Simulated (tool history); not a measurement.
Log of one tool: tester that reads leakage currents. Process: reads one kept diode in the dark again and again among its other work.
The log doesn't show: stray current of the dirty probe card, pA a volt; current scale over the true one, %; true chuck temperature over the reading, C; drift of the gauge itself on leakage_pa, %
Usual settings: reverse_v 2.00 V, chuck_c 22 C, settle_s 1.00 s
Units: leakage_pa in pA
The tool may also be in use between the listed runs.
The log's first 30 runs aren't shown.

run    hour  reverse_v  chuck_c  settle_s  hours of work since the probe card was cleaned  hours of work since the tester was calibrated  hours of work since the chuck was calibrated  leakage_pa
 31  2244.9       4.07       52      6.90                                            1477                                           2129                                           380      611.71
 32  2316.8       4.07       52      6.90                                            1516                                           2168                                           419      609.66
 33  2398.2       5.06       28      1.51                                            1560                                           2212                                           463      127.57
 34  2497.0       5.06       28      1.51                                            1614                                           2266                                           517      125.29
 35  2588.6       5.06       28      1.51                                            1663                                           2316                                           567      124.06
     2665.4  -- chuck's temperature calibrated
 36  2687.8       5.06       28      1.51                                            1716                                           2368                                            12      144.63
 37  2781.5       5.06       28      1.51                                            1767                                           2419                                            63      143.51
 38  2867.8       5.06       28      1.51                                            1814                                           2466                                           110      141.97
 39  2974.2       2.25       22      1.39                                            1872                                           2524                                           168       61.54

Forecast each of these 5 alternatives for the next run:
  A  3067.6       2.00       22      8.13                                            1923                                           2575                                           219           ?
  B  3067.6       5.02       56      2.33                                            1923                                           2575                                           219           ?
  C  3067.6       1.04       22      3.09                                            1923                                           2575                                           219           ?
  D  3067.6       1.23       22      1.00                                            1923                                           2575                                           219           ?
  E  3067.6       1.59       22      1.39                                            1923                                           2575                                           219           ?

run  leakage_pa
  A       57.16
  B      909.47
  C       42.50
  D       46.06
  E       51.68
Without the tool's hidden state the same runs would have given:
run  leakage_pa
  A       58.66
  B      951.77
  C       44.11
  D       47.67
  E       53.26

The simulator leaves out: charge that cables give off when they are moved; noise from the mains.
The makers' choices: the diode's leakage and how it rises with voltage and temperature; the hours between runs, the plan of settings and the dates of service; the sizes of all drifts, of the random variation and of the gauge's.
